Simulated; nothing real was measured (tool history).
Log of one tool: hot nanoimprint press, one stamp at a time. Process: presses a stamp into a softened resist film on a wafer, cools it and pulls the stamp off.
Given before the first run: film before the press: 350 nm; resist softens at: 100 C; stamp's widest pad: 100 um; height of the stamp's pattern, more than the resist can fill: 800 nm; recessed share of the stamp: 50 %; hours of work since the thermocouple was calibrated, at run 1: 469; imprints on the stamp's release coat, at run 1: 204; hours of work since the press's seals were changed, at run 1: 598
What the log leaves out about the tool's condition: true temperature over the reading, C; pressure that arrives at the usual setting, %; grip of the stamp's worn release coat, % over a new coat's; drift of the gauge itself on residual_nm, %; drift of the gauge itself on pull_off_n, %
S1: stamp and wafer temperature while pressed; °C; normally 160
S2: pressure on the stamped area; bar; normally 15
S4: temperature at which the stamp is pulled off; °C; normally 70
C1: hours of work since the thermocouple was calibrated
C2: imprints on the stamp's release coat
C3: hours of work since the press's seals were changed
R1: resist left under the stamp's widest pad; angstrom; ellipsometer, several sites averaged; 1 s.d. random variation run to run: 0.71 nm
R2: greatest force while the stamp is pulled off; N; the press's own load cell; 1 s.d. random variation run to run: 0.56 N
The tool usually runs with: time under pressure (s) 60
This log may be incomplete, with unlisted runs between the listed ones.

run 1 hour=0 | S1=160 S2=15 time_under_pressure_(s)=60 S4=70 | C1=469 C2=204 C3=598 | R1=1683 R2=211
run 2 hour=26.8 | S1=160 S2=15 time_under_pressure_(s)=60 S4=70 | C1=489 C2=343 C3=617 | R1=1675 R2=213.9
run 3 hour=48.7 | S1=160 S2=12.6 time_under_pressure_(s)=60 S4=70 | C1=505 C2=456 C3=634 | R1=1789 R2=216.3
-- hour=81.2 stamp cleaned and given a new release coat
run 4 hour=83.3 | S1=160 S2=12.6 time_under_pressure_(s)=60 S4=70 | C1=526 C2=11 C3=655 | R1=1781 R2=207.7
-- hour=102.6 plate thermocouple calibrated
run 5 hour=114.2 | S1=160 S2=12.6 time_under_pressure_(s)=60 S4=70 | C1=9 C2=155 C3=675 | R1=1960 R2=219.6
run 6 hour=156.6 | S1=160 S2=12.6 time_under_pressure_(s)=60 S4=70 | C1=40 C2=374 C3=707 | R1=1937 R2=224.1
run 7 hour=195.3 | S1=160 S2=15 time_under_pressure_(s)=109 S4=70 | C1=68 C2=574 C3=735 | R1=1438 R2=227.8
-- hour=204.4 stamp cleaned and given a new release coat
run 8 hour=229 | S1=160 S2=15 time_under_pressure_(s)=109 S4=70 | C1=89 C2=127 C3=756 | R1=1435 R2=218.1
run 9 hour=251.8 | S1=160 S2=15 time_under_pressure_(s)=109 S4=70 | C1=106 C2=245 C3=773 | R1=1437 R2=220.2
run 10 hour=289 | S1=160 S2=15 time_under_pressure_(s)=109 S4=70 | C1=133 C2=437 C3=800 | R1=1434 R2=224.6
-- hour=324.1 stamp cleaned and given a new release coat
run 11 hour=324.1 | S1=160 S2=15 time_under_pressure_(s)=109 S4=70 | C1=155 C2=0 C3=822 | R1=1435 R2=214.7
run 12 hour=355 | S1=164 S2=15 time_under_pressure_(s)=60 S4=70 | C1=178 C2=160 C3=844 | R1=1525 R2=217
run 13 hour=389 | S1=164 S2=15 time_under_pressure_(s)=60 S4=70 | C1=203 C2=335 C3=869 | R1=1526 R2=220.5
run 14 hour=428.4 | S1=164 S2=15 time_under_pressure_(s)=60 S4=70 | C1=232 C2=539 C3=899 | R1=1506 R2=223.8
-- hour=445.8 stamp cleaned and given a new release coat
run 15 hour=467.7 | S1=160 S2=15 time_under_pressure_(s)=86 S4=76 | C1=256 C2=113 C3=923 | R1=1551 R2=187.7
run 16 hour=510.7 | S1=165 S2=15 time_under_pressure_(s)=60 S4=76 | C1=288 C2=335 C3=955 | R1=1440 R2=192.4
-- hour=533.1 press's hydraulic seals changed and the load cell set to zero
run 17 hour=540.8 | S1=165 S2=15 time_under_pressure_(s)=60 S4=76 | C1=304 C2=450 C3=6 | R1=1400 R2=193.2
run 18 hour=560.8 | S1=170 S2=10.1 time_under_pressure_(s)=60 S4=63 | C1=319 C2=553 C3=20 | R1=1386 R2=255.3
-- hour=574.1 stamp cleaned and given a new release coat
run 19 hour=598.7 | S1=170 S2=10.1 time_under_pressure_(s)=60 S4=63 | C1=343 C2=127 C3=44 | R1=1371 R2=245
run 20 hour=619.2 | S1=160 S2=15 time_under_pressure_(s)=82 S4=69 | C1=358 C2=233 C3=59 | R1=1520 R2=220.9
run 21 hour=653.1 | S1=160 S2=15 time_under_pressure_(s)=82 S4=69 | C1=383 C2=409 C3=84 | R1=1519 R2=223.8
run 22 hour=680.2 | S1=165 S2=12.2 time_under_pressure_(s)=39 S4=62 | C1=403 C2=549 C3=104 | R1=1792 R2=257.2
-- hour=695.5 stamp cleaned and given a new release coat
run 23 hour=711.2 | S1=165 S2=12.2 time_under_pressure_(s)=39 S4=62 | C1=421 C2=82 C3=123 | R1=1783 R2=247
run 24 hour=746.8 | S1=151 S2=12.2 time_under_pressure_(s)=52 S4=62 | C1=448 C2=266 C3=149 | R1=2598 R2=251.4
run 25 hour=772.2 | S1=151 S2=12.2 time_under_pressure_(s)=52 S4=62 | C1=466 C2=397 C3=168 | R1=2601 R2=253.2
-- hour=815.4 stamp cleaned and given a new release coat
run 26 hour=817.5 | S1=149 S2=11.3 time_under_pressure_(s)=112 S4=67 | C1=496 C2=11 C3=197 | R1=2321 R2=221.7
run 27 hour=848 | S1=149 S2=11.3 time_under_pressure_(s)=112 S4=67 | C1=518 C2=168 C3=219 | R1=2324 R2=225.3
-- hour=878.5 plate thermocouple calibrated
run 28 hour=884.5 | S1=149 S2=11.3 time_under_pressure_(s)=112 S4=67 | C1=4 C2=342 C3=244 | R1=2474 R2=236.6

Alternative continuations, all from the tool just after run 28; predict every row:
run A hour=905.2 | S1=166 S2=20.9 time_under_pressure_(s)=112 S4=55 | C1=20 C2=449 C3=259 | R1=? R2=?
run B hour=905.2 | S1=150 S2=11.2 time_under_pressure_(s)=60 S4=70 | C1=20 C2=449 C3=259 | R1=? R2=?
run C hour=905.2 | S1=149 S2=11.3 time_under_pressure_(s)=112 S4=67 | C1=20 C2=449 C3=259 | R1=? R2=?

run=A R1=924 R2=293.6
run=B R1=2766 R2=225.7
run=C R1=2486 R2=238.8
With the hidden condition removed and each run's random variation left untouched, the same runs would have given:
run=A R1=915 R2=281.8
run=B R1=2762 R2=216.7
run=C R1=2481 R2=229.2
